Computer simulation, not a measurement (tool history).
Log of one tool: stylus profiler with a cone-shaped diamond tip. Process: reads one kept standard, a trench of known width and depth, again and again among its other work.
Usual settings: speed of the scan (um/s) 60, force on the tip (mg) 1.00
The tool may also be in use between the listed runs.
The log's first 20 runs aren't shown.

| run | hour | speed of the scan (um/s) | force on the tip (mg) | scans with this tip | hours of work since the height scale was calibrated | depth of the trench (Å) | width of the trench's floor (um) |
|---|---|---|---|---|---|---|---|
|  | 956.9 | height scale calibrated on a step standard, once more |
| 21 | 981.4 | 60 | 0.91 | 7065 | 11 | 1004.6 | 18.06 |
| 22 | 1047.8 | 60 | 0.91 | 7399 | 42 | 1005.0 | 18.06 |
| 23 | 1101.7 | 60 | 0.91 | 7671 | 66 | 1004.9 | 17.97 |
| 24 | 1141.9 | 60 | 1.62 | 7873 | 85 | 1007.4 | 18.09 |
| 25 | 1201.9 | 60 | 1.62 | 8176 | 112 | 1007.4 | 17.99 |
| 26 | 1257.4 | 60 | 1.62 | 8455 | 138 | 1007.4 | 18.05 |
| 27 | 1304.4 | 60 | 1.62 | 8692 | 159 | 1007.5 | 18.10 |
| 28 | 1377.1 | 186 | 1.03 | 9059 | 192 | 1005.7 | 17.43 |
| 29 | 1417.4 | 82 | 2.92 | 9262 | 211 | 1011.2 | 18.05 |
| 30 | 1479.3 | 102 | 1.54 | 9573 | 239 | 1007.6 | 17.89 |
| 31 | 1555.1 | 48 | 1.00 | 9955 | 274 | 1006.0 | 17.97 |
| 32 | 1602.8 | 25 | 0.65 | 10196 | 296 | 1005.2 | 18.01 |
| 33 | 1676.0 | 17 | 1.87 | 10564 | 329 | 1009.3 | 18.09 |
| 34 | 1711.8 | 72 | 0.78 | 10745 | 346 | 1005.6 | 17.80 |
| 35 | 1778.9 | 72 | 0.78 | 11083 | 376 | 1005.8 | 17.77 |
| 36 | 1849.8 | 119 | 2.88 | 11440 | 409 | 1012.3 | 17.81 |
| 37 | 1888.5 | 119 | 0.33 | 11635 | 427 | 1004.1 | 17.21 |
| 38 | 1934.8 | 17 | 1.92 | 11869 | 448 | 1009.8 | 18.01 |
| 39 | 2004.0 | 36 | 0.66 | 12217 | 479 | 1005.7 | 17.85 |
| 40 | 2036.6 | 107 | 2.25 | 12382 | 494 | 1010.5 | 17.77 |
| 41 | 2092.8 | 30 | 1.29 | 12665 | 520 | 1008.2 | 17.97 |
| 42 | 2157.2 | 168 | 1.29 | 12989 | 550 | 1008.3 | 17.36 |
| 43 | 2193.8 | 39 | 2.11 | 13174 | 566 | 1010.9 | 17.93 |
| 44 | 2268.3 | 39 | 2.11 | 13549 | 601 | 1010.8 | 17.83 |

3 ways to go on from here, each from the tool as it stands after run 44. What would each give?
|  | 2289.6 | new tip fitted, height scale calibrated |
| A | 2334.0 | 71 | 2.92 | 224 | 20 | ? | ? |
|  | 2289.6 | new tip fitted, height scale calibrated |
| B | 2334.0 | 89 | 1.53 | 224 | 20 | ? | ? |
|  | 2289.6 | new tip fitted, height scale calibrated |
| C | 2334.0 | 215 | 0.44 | 224 | 20 | ? | ? |

| run | depth of the trench (Å) | width of the trench's floor (um) |
|---|---|---|
| A | 1010.4 | 18.54 |
| B | 1006.8 | 18.40 |
| C | 1003.2 | 17.37 |
Without the tool's hidden state the same runs would have given:
| run | depth of the trench (Å) | width of the trench's floor (um) |
|---|---|---|
| A | 1010.4 | 18.56 |
| B | 1006.8 | 18.41 |
| C | 1003.2 | 17.39 |
